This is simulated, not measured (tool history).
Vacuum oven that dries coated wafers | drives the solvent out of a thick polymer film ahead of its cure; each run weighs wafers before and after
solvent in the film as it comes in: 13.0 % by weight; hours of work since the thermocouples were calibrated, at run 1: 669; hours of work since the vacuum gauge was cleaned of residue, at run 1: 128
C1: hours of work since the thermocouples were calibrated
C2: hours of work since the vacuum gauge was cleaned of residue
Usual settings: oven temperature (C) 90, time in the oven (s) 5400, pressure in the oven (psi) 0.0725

{"run": 1, "day": 0.0, "oven temperature (C)": 90, "time in the oven (s)": 5400, "pressure in the oven (psi)": 0.0725, "C1": 669, "C2": 128, "solvent left in the film (%)": 1.49}
{"run": 2, "day": 0.467, "oven temperature (C)": 90, "time in the oven (s)": 2880, "pressure in the oven (psi)": 0.0725, "C1": 675, "C2": 134, "solvent left in the film (%)": 3.75}
{"run": 3, "day": 1.125, "oven temperature (C)": 90, "time in the oven (s)": 9360, "pressure in the oven (psi)": 0.0725, "C1": 684, "C2": 142, "solvent left in the film (%)": 0.44}
{"run": 4, "day": 1.571, "oven temperature (C)": 90, "time in the oven (s)": 9360, "pressure in the oven (psi)": 0.0725, "C1": 690, "C2": 148, "solvent left in the film (%)": 0.53}
{"run": 5, "day": 2.333, "oven temperature (C)": 90, "time in the oven (s)": 9360, "pressure in the oven (psi)": 0.1944, "C1": 700, "C2": 158, "solvent left in the film (%)": 0.66}
{"run": 6, "day": 3.05, "oven temperature (C)": 90, "time in the oven (s)": 9360, "pressure in the oven (psi)": 0.1944, "C1": 709, "C2": 168, "solvent left in the film (%)": 0.68}
{"day": 3.179, "done": "oven's thermocouples calibrated"}
{"run": 7, "day": 3.908, "oven temperature (C)": 90, "time in the oven (s)": 7860, "pressure in the oven (psi)": 0.0725, "C1": 10, "C2": 178, "solvent left in the film (%)": 0.67}
{"run": 8, "day": 4.692, "oven temperature (C)": 90, "time in the oven (s)": 8100, "pressure in the oven (psi)": 0.0725, "C1": 20, "C2": 189, "solvent left in the film (%)": 0.66}
{"run": 9, "day": 5.25, "oven temperature (C)": 90, "time in the oven (s)": 8100, "pressure in the oven (psi)": 0.0725, "C1": 27, "C2": 196, "solvent left in the film (%)": 0.61}
{"run": 10, "day": 5.958, "oven temperature (C)": 90, "time in the oven (s)": 5400, "pressure in the oven (psi)": 0.0725, "C1": 37, "C2": 205, "solvent left in the film (%)": 1.5}
{"run": 11, "day": 6.625, "oven temperature (C)": 90, "time in the oven (s)": 5400, "pressure in the oven (psi)": 0.0725, "C1": 46, "C2": 214, "solvent left in the film (%)": 1.49}
{"run": 12, "day": 7.029, "oven temperature (C)": 90, "time in the oven (s)": 5400, "pressure in the oven (psi)": 0.0725, "C1": 51, "C2": 220, "solvent left in the film (%)": 1.53}
{"run": 13, "day": 7.812, "oven temperature (C)": 90, "time in the oven (s)": 5400, "pressure in the oven (psi)": 0.0725, "C1": 61, "C2": 230, "solvent left in the film (%)": 1.55}
{"run": 14, "day": 8.592, "oven temperature (C)": 90, "time in the oven (s)": 5400, "pressure in the oven (psi)": 0.0725, "C1": 72, "C2": 240, "solvent left in the film (%)": 1.51}
{"run": 15, "day": 9.367, "oven temperature (C)": 90, "time in the oven (s)": 5400, "pressure in the oven (psi)": 0.0725, "C1": 82, "C2": 251, "solvent left in the film (%)": 1.5}
{"run": 16, "day": 9.988, "oven temperature (C)": 90, "time in the oven (s)": 5400, "pressure in the oven (psi)": 0.0725, "C1": 90, "C2": 259, "solvent left in the film (%)": 1.52}
{"run": 17, "day": 10.662, "oven temperature (C)": 90, "time in the oven (s)": 5400, "pressure in the oven (psi)": 0.0725, "C1": 99, "C2": 268, "solvent left in the film (%)": 1.5}
{"run": 18, "day": 11.292, "oven temperature (C)": 90, "time in the oven (s)": 5400, "pressure in the oven (psi)": 0.0725, "C1": 107, "C2": 276, "solvent left in the film (%)": 1.54}
{"run": 19, "day": 11.95, "oven temperature (C)": 85, "time in the oven (s)": 5400, "pressure in the oven (psi)": 0.2669, "C1": 116, "C2": 285, "solvent left in the film (%)": 3.07}
{"run": 20, "day": 12.4, "oven temperature (C)": 97, "time in the oven (s)": 3660, "pressure in the oven (psi)": 0.0434, "C1": 122, "C2": 291, "solvent left in the film (%)": 1.22}
{"run": 21, "day": 13.1, "oven temperature (C)": 97, "time in the oven (s)": 3660, "pressure in the oven (psi)": 0.0434, "C1": 131, "C2": 300, "solvent left in the film (%)": 1.22}
{"run": 22, "day": 13.421, "oven temperature (C)": 97, "time in the oven (s)": 5040, "pressure in the oven (psi)": 0.1532, "C1": 136, "C2": 304, "solvent left in the film (%)": 0.73}
{"run": 23, "day": 13.775, "oven temperature (C)": 97, "time in the oven (s)": 5040, "pressure in the oven (psi)": 0.1532, "C1": 140, "C2": 309, "solvent left in the film (%)": 0.72}
{"run": 24, "day": 14.375, "oven temperature (C)": 90, "time in the oven (s)": 3360, "pressure in the oven (psi)": 0.0715, "C1": 148, "C2": 317, "solvent left in the film (%)": 3.08}
{"run": 25, "day": 14.958, "oven temperature (C)": 104, "time in the oven (s)": 4020, "pressure in the oven (psi)": 0.2023, "C1": 156, "C2": 325, "solvent left in the film (%)": 0.44}
{"run": 26, "day": 15.692, "oven temperature (C)": 76, "time in the oven (s)": 3120, "pressure in the oven (psi)": 0.1669, "C1": 166, "C2": 334, "solvent left in the film (%)": 7.33}
{"run": 27, "day": 16.312, "oven temperature (C)": 76, "time in the oven (s)": 3120, "pressure in the oven (psi)": 0.1669, "C1": 174, "C2": 343, "solvent left in the film (%)": 7.23}
{"run": 28, "day": 16.658, "oven temperature (C)": 83, "time in the oven (s)": 3780, "pressure in the oven (psi)": 0.1549, "C1": 179, "C2": 347, "solvent left in the film (%)": 4.8}
{"run": 29, "day": 17.196, "oven temperature (C)": 101, "time in the oven (s)": 4620, "pressure in the oven (psi)": 0.0389, "C1": 186, "C2": 354, "solvent left in the film (%)": 0.4}
{"run": 30, "day": 17.521, "oven temperature (C)": 86, "time in the oven (s)": 4620, "pressure in the oven (psi)": 0.152, "C1": 190, "C2": 359, "solvent left in the film (%)": 3.11}
{"run": 31, "day": 18.138, "oven temperature (C)": 102, "time in the oven (s)": 2940, "pressure in the oven (psi)": 0.152, "C1": 198, "C2": 367, "solvent left in the film (%)": 1.03}
{"run": 32, "day": 18.508, "oven temperature (C)": 102, "time in the oven (s)": 2940, "pressure in the oven (psi)": 0.152, "C1": 203, "C2": 372, "solvent left in the film (%)": 1.07}
{"run": 33, "day": 19.075, "oven temperature (C)": 102, "time in the oven (s)": 2940, "pressure in the oven (psi)": 0.0815, "C1": 211, "C2": 379, "solvent left in the film (%)": 1.03}
{"run": 34, "day": 19.625, "oven temperature (C)": 103, "time in the oven (s)": 7620, "pressure in the oven (psi)": 0.0898, "C1": 218, "C2": 386, "solvent left in the film (%)": 0.13}
{"run": 35, "day": 20.158, "oven temperature (C)": 103, "time in the oven (s)": 7620, "pressure in the oven (psi)": 0.0898, "C1": 225, "C2": 393, "solvent left in the film (%)": 0.16}

4 ways to go on from here, each from the tool as it stands after run 35. What would each give?
{"run": "A", "day": 20.758, "oven temperature (C)": 90, "time in the oven (s)": 5760, "pressure in the oven (psi)": 0.0392, "C1": 233, "C2": 401, "solvent left in the film (%)": "?"}
{"run": "B", "day": 20.758, "oven temperature (C)": 81, "time in the oven (s)": 7440, "pressure in the oven (psi)": 0.0898, "C1": 233, "C2": 401, "solvent left in the film (%)": "?"}
{"run": "C", "day": 20.758, "oven temperature (C)": 100, "time in the oven (s)": 4740, "pressure in the oven (psi)": 0.1838, "C1": 233, "C2": 401, "solvent left in the film (%)": "?"}
{"run": "D", "day": 20.758, "oven temperature (C)": 89, "time in the oven (s)": 5400, "pressure in the oven (psi)": 0.0922, "C1": 233, "C2": 401, "solvent left in the film (%)": "?"}

run=A solvent_left_in_the_film_(%)=1.29
run=B solvent_left_in_the_film_(%)=2.62
run=C solvent_left_in_the_film_(%)=0.51
run=D solvent_left_in_the_film_(%)=1.76
Without the tool's hidden state the same runs would have given:
run=A solvent_left_in_the_film_(%)=1.28
run=B solvent_left_in_the_film_(%)=2.61
run=C solvent_left_in_the_film_(%)=0.51
run=D solvent_left_in_the_film_(%)=1.75
